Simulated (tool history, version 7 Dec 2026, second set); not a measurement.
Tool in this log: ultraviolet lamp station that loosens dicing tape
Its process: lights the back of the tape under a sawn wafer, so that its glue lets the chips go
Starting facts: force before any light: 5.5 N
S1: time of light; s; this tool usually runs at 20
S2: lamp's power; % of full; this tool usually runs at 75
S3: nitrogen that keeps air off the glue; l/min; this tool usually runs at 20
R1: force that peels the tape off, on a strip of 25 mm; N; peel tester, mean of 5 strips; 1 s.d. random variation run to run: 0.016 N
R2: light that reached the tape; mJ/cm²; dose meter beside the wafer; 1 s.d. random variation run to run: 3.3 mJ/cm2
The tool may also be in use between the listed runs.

run	hour	S1	S2	S3	R1	R2
1	0	20	75	20	1.039	429
2	9.5	20	79	20	0.979	447
3	29.2	31	75	20	0.515	653
4	42.5	31	75	20	0.516	653
5	58.7	31	75	20	0.531	652
6	78.6	31	75	20	0.51	653
7	91.6	20	68	20	1.265	374
8	106.4	20	70	20	1.21	389
9	124.8	20	75	20	1.105	409
10	141.9	20	75	20	1.09	412
11	161.9	20	75	20	1.1	407
12	170.7	20	75	20	1.127	404
13	179	20	75	20	1.178	401
14	197.5	20	75	20	1.131	402
# hour 199.3: window cleaned of glue's vapour
15	213.7	20	75	20	1.042	435
16	224	20	75	7	1.583	439
17	242.7	20	86	31	0.678	502
18	257.4	20	75	10	1.4	436
19	276.3	16	87	27	1.06	399
20	294.6	16	87	27	1.004	400
21	314.5	14	96	20	1.161	381
22	324.1	13	63	20	2.197	232
23	340.2	13	63	20	2.104	231

Run 24 comes next. What will it give?
24	348.7	23	76	7	?	?

R1: 1.349 N
R2: 489 mJ/cm²
The same run, on a tool lacking any hidden state, would have yielded R1 0.996 N, R2 606 mJ/cm².
